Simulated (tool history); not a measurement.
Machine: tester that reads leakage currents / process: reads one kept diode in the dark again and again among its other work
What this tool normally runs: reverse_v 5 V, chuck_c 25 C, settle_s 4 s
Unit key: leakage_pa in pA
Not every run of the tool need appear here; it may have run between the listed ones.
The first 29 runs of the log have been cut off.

{"run": 30, "hour": 1919.8, "reverse_v": 5.8, "chuck_c": 27, "settle_s": 1.27, "leakage_pa": 215.12}
{"run": 31, "hour": 1982.2, "reverse_v": 5.8, "chuck_c": 22, "settle_s": 1.44, "leakage_pa": 136.84}
{"run": 32, "hour": 2028.8, "reverse_v": 5, "chuck_c": 25, "settle_s": 0.36, "leakage_pa": 170.6}
{"run": 33, "hour": 2124.1, "reverse_v": 5, "chuck_c": 25, "settle_s": 0.36, "leakage_pa": 170.07}
{"run": 34, "hour": 2179.9, "reverse_v": 4.22, "chuck_c": 45, "settle_s": 2.15, "leakage_pa": 871.27}
{"run": 35, "hour": 2265.5, "reverse_v": 4.22, "chuck_c": 45, "settle_s": 2.15, "leakage_pa": 872.18}
{"run": 36, "hour": 2317.5, "reverse_v": 5, "chuck_c": 55, "settle_s": 2.49, "leakage_pa": 1994.36}
{"run": 37, "hour": 2390.7, "reverse_v": 5, "chuck_c": 55, "settle_s": 2.49, "leakage_pa": 2001.04}
{"run": 38, "hour": 2483.3, "reverse_v": 1.11, "chuck_c": 45, "settle_s": 3.61, "leakage_pa": 534.36}
{"run": 39, "hour": 2531.6, "reverse_v": 1.11, "chuck_c": 45, "settle_s": 3.61, "leakage_pa": 535.03}

3 ways to go on from here, each from the tool as it stands after run 39. What would each give?
{"run": "A", "hour": 2624.5, "reverse_v": 1.79, "chuck_c": 41, "settle_s": 6.68, "leakage_pa": "?"}
{"run": "B", "hour": 2624.5, "reverse_v": 2.67, "chuck_c": 45, "settle_s": 3, "leakage_pa": "?"}
{"run": "C", "hour": 2624.5, "reverse_v": 5, "chuck_c": 32, "settle_s": 1.05, "leakage_pa": "?"}

run=A leakage_pa=462.23
run=B leakage_pa=739.81
run=C leakage_pa=314.64
Had the tool no hidden state, the same runs would have come out as:
run=A leakage_pa=461.54
run=B leakage_pa=738.72
run=C leakage_pa=314.1
